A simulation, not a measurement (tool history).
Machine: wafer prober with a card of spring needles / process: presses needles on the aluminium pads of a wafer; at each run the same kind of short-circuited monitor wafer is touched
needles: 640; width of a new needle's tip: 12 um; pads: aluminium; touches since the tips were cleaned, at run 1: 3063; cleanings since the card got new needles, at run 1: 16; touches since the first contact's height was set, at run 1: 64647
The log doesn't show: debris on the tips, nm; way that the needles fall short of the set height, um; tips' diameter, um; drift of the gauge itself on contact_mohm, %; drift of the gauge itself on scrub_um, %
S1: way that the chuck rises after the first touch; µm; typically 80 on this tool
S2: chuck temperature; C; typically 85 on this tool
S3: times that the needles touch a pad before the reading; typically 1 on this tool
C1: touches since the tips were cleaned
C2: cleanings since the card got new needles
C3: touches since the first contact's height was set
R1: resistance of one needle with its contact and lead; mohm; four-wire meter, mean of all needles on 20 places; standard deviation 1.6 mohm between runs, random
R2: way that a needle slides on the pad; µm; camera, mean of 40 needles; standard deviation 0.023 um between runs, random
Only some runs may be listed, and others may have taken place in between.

run 1 hour=0 | S1=80 S2=85 S3=1 | C1=3063 C2=16 C3=64647 | R1=188 R2=12.13
-- hour=1.6 tips cleaned on abrasive film
-- hour=9.5 tips cleaned on abrasive film
-- hour=17.3 tips cleaned on abrasive film
-- hour=23.6 tips cleaned on abrasive film
-- hour=31.4 tips cleaned on abrasive film
-- hour=37.7 tips cleaned on abrasive film
-- hour=45.5 tips cleaned on abrasive film
-- hour=53.4 tips cleaned on abrasive film
run 2 hour=57.2 | S1=68 S2=85 S3=1 | C1=1968 C2=24 C3=93970 | R1=184 R2=10.24
-- hour=60.3 tips cleaned on abrasive film
-- hour=66.6 tips cleaned on abrasive film
-- hour=74.5 tips cleaned on abrasive film
-- hour=80.7 tips cleaned on abrasive film
-- hour=88.6 tips cleaned on abrasive film
-- hour=94.9 tips cleaned on abrasive film
run 3 hour=99.9 | S1=68 S2=85 S3=1 | C1=2619 C2=30 C3=115897 | R1=193 R2=10.21
-- hour=101.5 tips cleaned on abrasive film
-- hour=109.4 tips cleaned on abrasive film
-- hour=115.7 tips cleaned on abrasive film
-- hour=123.5 tips cleaned on abrasive film
-- hour=131.3 tips cleaned on abrasive film
-- hour=139.2 tips cleaned on abrasive film
-- hour=147 tips cleaned on abrasive film
-- hour=154.8 tips cleaned on abrasive film
-- hour=161.1 tips cleaned on abrasive film
run 4 hour=163.6 | S1=80 S2=29 S3=1 | C1=1279 C2=39 C3=148557 | R1=162 R2=11.96
-- hour=168.3 tips cleaned on abrasive film
-- hour=174.6 tips cleaned on abrasive film
-- hour=182.4 tips cleaned on abrasive film
-- hour=190.3 tips cleaned on abrasive film
run 5 hour=195.8 | S1=80 S2=29 S3=1 | C1=2880 C2=43 C3=165115 | R1=177 R2=11.94
-- hour=197.4 tips cleaned on abrasive film
-- hour=205.3 tips cleaned on abrasive film
-- hour=213.1 tips cleaned on abrasive film
-- hour=220.9 tips cleaned on abrasive film
-- hour=228.8 tips cleaned on abrasive film
-- hour=236.6 tips cleaned on abrasive film
-- hour=244.4 tips cleaned on abrasive film
run 6 hour=250 | S1=79 S2=29 S3=1 | C1=2912 C2=50 C3=192968 | R1=177 R2=11.75
-- hour=251.7 tips cleaned on abrasive film
-- hour=257.9 tips cleaned on abrasive film
-- hour=265.8 tips cleaned on abrasive film
-- hour=273.6 tips cleaned on abrasive film
-- hour=281.4 tips cleaned on abrasive film
-- hour=283.3 height of the first contact set anew
-- hour=288 tips cleaned on abrasive film
run 7 hour=293.2 | S1=80 S2=85 S3=1 | C1=2676 C2=56 C3=5091 | R1=185 R2=12.17
-- hour=294.8 tips cleaned on abrasive film
-- hour=302.7 tips cleaned on abrasive film
-- hour=310.5 tips cleaned on abrasive film
-- hour=318.3 tips cleaned on abrasive film
-- hour=326.1 tips cleaned on abrasive film
-- hour=334 tips cleaned on abrasive film
run 8 hour=339.2 | S1=66 S2=39 S3=1 | C1=2715 C2=62 C3=28725 | R1=190 R2=10.02
-- hour=340.8 tips cleaned on abrasive film
-- hour=347.1 tips cleaned on abrasive film
-- hour=355 tips cleaned on abrasive film
-- hour=362.8 tips cleaned on abrasive film
-- hour=370.6 tips cleaned on abrasive film
-- hour=376.9 tips cleaned on abrasive film
-- hour=384.7 tips cleaned on abrasive film
-- hour=392.6 tips cleaned on abrasive film
-- hour=398.8 tips cleaned on abrasive film
-- hour=406.7 tips cleaned on abrasive film
run 9 hour=407.4 | S1=66 S2=39 S3=1 | C1=390 C2=72 C3=63710 | R1=152 R2=9.96
-- hour=413.7 tips cleaned on abrasive film
-- hour=421.5 tips cleaned on abrasive film
-- hour=429.4 tips cleaned on abrasive film
-- hour=437.2 tips cleaned on abrasive film
-- hour=443.5 tips cleaned on abrasive film
-- hour=451.3 tips cleaned on abrasive film
run 10 hour=453.8 | S1=80 S2=76 S3=2 | C1=1303 C2=78 C3=87541 | R1=164 R2=12.08
-- hour=458.6 tips cleaned on abrasive film
-- hour=466.4 tips cleaned on abrasive film
-- hour=474.2 tips cleaned on abrasive film
-- hour=482.1 tips cleaned on abrasive film
-- hour=489.9 tips cleaned on abrasive film
-- hour=497.7 tips cleaned on abrasive film
-- hour=505.6 tips cleaned on abrasive film
-- hour=513.4 tips cleaned on abrasive film
-- hour=519.7 tips cleaned on abrasive film
-- hour=526.5 tips cleaned on abrasive film
run 11 hour=526.5 | S1=80 S2=76 S3=2 | C1=0 C2=88 C3=124836 | R1=150 R2=12.04
-- hour=534.3 tips cleaned on abrasive film
-- hour=542.2 tips cleaned on abrasive film
-- hour=550 tips cleaned on abrasive film
-- hour=557.8 tips cleaned on abrasive film
-- hour=564.1 tips cleaned on abrasive film
-- hour=571.9 tips cleaned on abrasive film
-- hour=579.8 tips cleaned on abrasive film
-- hour=586.1 tips cleaned on abrasive film
run 12 hour=587 | S1=76 S2=27 S3=1 | C1=489 C2=96 C3=155898 | R1=153 R2=11.36
-- hour=593.3 tips cleaned on abrasive film
-- hour=601.1 tips cleaned on abrasive film
-- hour=609 tips cleaned on abrasive film
-- hour=616.8 tips cleaned on abrasive film
-- hour=624.6 tips cleaned on abrasive film
run 13 hour=628 | S1=76 S2=84 S3=2 | C1=1758 C2=101 C3=176966 | R1=165 R2=11.35
-- hour=631.2 tips cleaned on abrasive film
-- hour=637.5 tips cleaned on abrasive film
-- hour=645.3 tips cleaned on abrasive film
-- hour=653.1 tips cleaned on abrasive film
-- hour=661 tips cleaned on abrasive film
-- hour=667.2 tips cleaned on abrasive film
-- hour=675.1 tips cleaned on abrasive film
-- hour=682.9 tips cleaned on abrasive film
-- hour=690.7 tips cleaned on abrasive film
-- hour=692.6 height of the first contact set anew
run 14 hour=694.9 | S1=86 S2=101 S3=1 | C1=2018 C2=110 C3=1213 | R1=175 R2=13.15

Here are 4 independent what-if runs from the current tool condition. What would each one return?
-- hour=698.1 tips cleaned on abrasive film
-- hour=704.4 tips cleaned on abrasive film
-- hour=712.2 tips cleaned on abrasive film
-- hour=718.5 tips cleaned on abrasive film
-- hour=726.3 tips cleaned on abrasive film
-- hour=734.2 tips cleaned on abrasive film
-- hour=742 tips cleaned on abrasive film
-- hour=749.8 tips cleaned on abrasive film
-- hour=757.7 tips cleaned on abrasive film
-- hour=765.5 tips cleaned on abrasive film
run A hour=767.2 | S1=86 S2=37 S3=1 | C1=881 C2=120 C3=38300 | R1=? R2=?
-- hour=698.1 tips cleaned on abrasive film
-- hour=704.4 tips cleaned on abrasive film
-- hour=712.2 tips cleaned on abrasive film
-- hour=718.5 tips cleaned on abrasive film
-- hour=726.3 tips cleaned on abrasive film
-- hour=734.2 tips cleaned on abrasive film
-- hour=742 tips cleaned on abrasive film
-- hour=749.8 tips cleaned on abrasive film
-- hour=757.7 tips cleaned on abrasive film
-- hour=765.5 tips cleaned on abrasive film
run B hour=767.2 | S1=72 S2=55 S3=2 | C1=881 C2=120 C3=38300 | R1=? R2=?
-- hour=698.1 tips cleaned on abrasive film
-- hour=704.4 tips cleaned on abrasive film
-- hour=712.2 tips cleaned on abrasive film
-- hour=718.5 tips cleaned on abrasive film
-- hour=726.3 tips cleaned on abrasive film
-- hour=734.2 tips cleaned on abrasive film
-- hour=742 tips cleaned on abrasive film
-- hour=749.8 tips cleaned on abrasive film
-- hour=757.7 tips cleaned on abrasive film
-- hour=765.5 tips cleaned on abrasive film
run C hour=767.2 | S1=86 S2=101 S3=3 | C1=881 C2=120 C3=38300 | R1=? R2=?
-- hour=698.1 tips cleaned on abrasive film
-- hour=704.4 tips cleaned on abrasive film
-- hour=712.2 tips cleaned on abrasive film
-- hour=718.5 tips cleaned on abrasive film
-- hour=726.3 tips cleaned on abrasive film
-- hour=734.2 tips cleaned on abrasive film
-- hour=742 tips cleaned on abrasive film
-- hour=749.8 tips cleaned on abrasive film
-- hour=757.7 tips cleaned on abrasive film
-- hour=765.5 tips cleaned on abrasive film
run D hour=767.2 | S1=86 S2=102 S3=2 | C1=881 C2=120 C3=38300 | R1=? R2=?

run=A R1=154 R2=13.09
run=B R1=159 R2=10.94
run=C R1=160 R2=13.07
run=D R1=162 R2=13.08
Had the tool no hidden state, the same runs would have come out as:
run=A R1=142 R2=13.15
run=B R1=150 R2=11
run=C R1=157 R2=13.13
run=D R1=156 R2=13.14
